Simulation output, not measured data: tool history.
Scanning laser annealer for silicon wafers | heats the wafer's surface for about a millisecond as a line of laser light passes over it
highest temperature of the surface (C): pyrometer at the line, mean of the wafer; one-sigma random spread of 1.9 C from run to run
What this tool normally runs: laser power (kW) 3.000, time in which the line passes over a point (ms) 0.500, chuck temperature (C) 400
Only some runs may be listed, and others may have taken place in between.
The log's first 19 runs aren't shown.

| run | day | laser power (kW) | time in which the line passes over a point (ms) | chuck temperature (C) | hours of work since the window was cleaned | hours of work since the power meter was calibrated | hours of work since the optics were aligned | highest temperature of the surface (C) |
|---|---|---|---|---|---|---|---|---|
| 20 | 20.854 | 3.000 | 0.500 | 400 | 638 | 957 | 1593 | 1072 |
| 21 | 22.067 | 3.101 | 0.500 | 419 | 652 | 971 | 1608 | 1112 |
| 22 | 23.350 | 3.101 | 0.500 | 419 | 668 | 987 | 1623 | 1111 |
| 23 | 24.533 | 3.101 | 0.500 | 419 | 682 | 1001 | 1637 | 1109 |
| 24 | 25.375 | 3.101 | 0.500 | 419 | 692 | 1011 | 1647 | 1109 |
| 25 | 26.100 | 2.790 | 0.500 | 400 | 700 | 1019 | 1656 | 1019 |
|  | 26.404 | optics aligned, line set to its width |
| 26 | 27.558 | 3.000 | 0.491 | 390 | 715 | 1034 | 14 | 1044 |
| 27 | 28.250 | 3.000 | 0.493 | 400 | 724 | 1043 | 22 | 1059 |
| 28 | 29.517 | 2.847 | 0.403 | 390 | 739 | 1058 | 37 | 943 |
| 29 | 30.800 | 2.807 | 0.385 | 388 | 754 | 1073 | 53 | 917 |
| 30 | 31.767 | 2.815 | 0.402 | 366 | 766 | 1085 | 64 | 911 |
|  | 32.858 | optics aligned, line set to its width, once more |
| 31 | 33.379 | 2.815 | 0.436 | 366 | 782 | 1101 | 6 | 949 |
| 32 | 34.333 | 3.125 | 0.494 | 384 | 794 | 1113 | 18 | 1084 |
| 33 | 35.729 | 3.125 | 0.494 | 384 | 810 | 1129 | 34 | 1087 |
| 34 | 36.792 | 3.125 | 0.494 | 384 | 823 | 1142 | 47 | 1082 |
| 35 | 38.000 | 3.125 | 0.463 | 418 | 838 | 1157 | 61 | 1092 |
| 36 | 38.754 | 3.125 | 0.463 | 418 | 847 | 1166 | 70 | 1091 |
| 37 | 40.096 | 2.873 | 0.598 | 382 | 863 | 1182 | 86 | 1091 |
| 38 | 41.217 | 3.152 | 0.545 | 382 | 876 | 1195 | 100 | 1123 |
| 39 | 42.683 | 3.152 | 0.545 | 382 | 894 | 1213 | 117 | 1123 |
|  | 42.883 | window over the wafer cleaned |
| 40 | 43.467 | 2.599 | 0.408 | 387 | 7 | 1221 | 126 | 930 |

Below are 3 alternative next runs, each starting from the tool's condition after run 40. Predict each:
| A | 44.062 | 2.668 | 0.500 | 374 | 14 | 1228 | 133 | ? |
| B | 44.062 | 2.599 | 0.473 | 387 | 14 | 1228 | 133 | ? |
| C | 44.062 | 2.929 | 0.463 | 387 | 14 | 1228 | 133 | ? |

| run | highest temperature of the surface (C) |
|---|---|
| A | 1000 |
| B | 976 |
| C | 1050 |
With no hidden state in the tool, these same runs would have given:
| run | highest temperature of the surface (C) |
|---|---|
| A | 995 |
| B | 972 |
| C | 1046 |
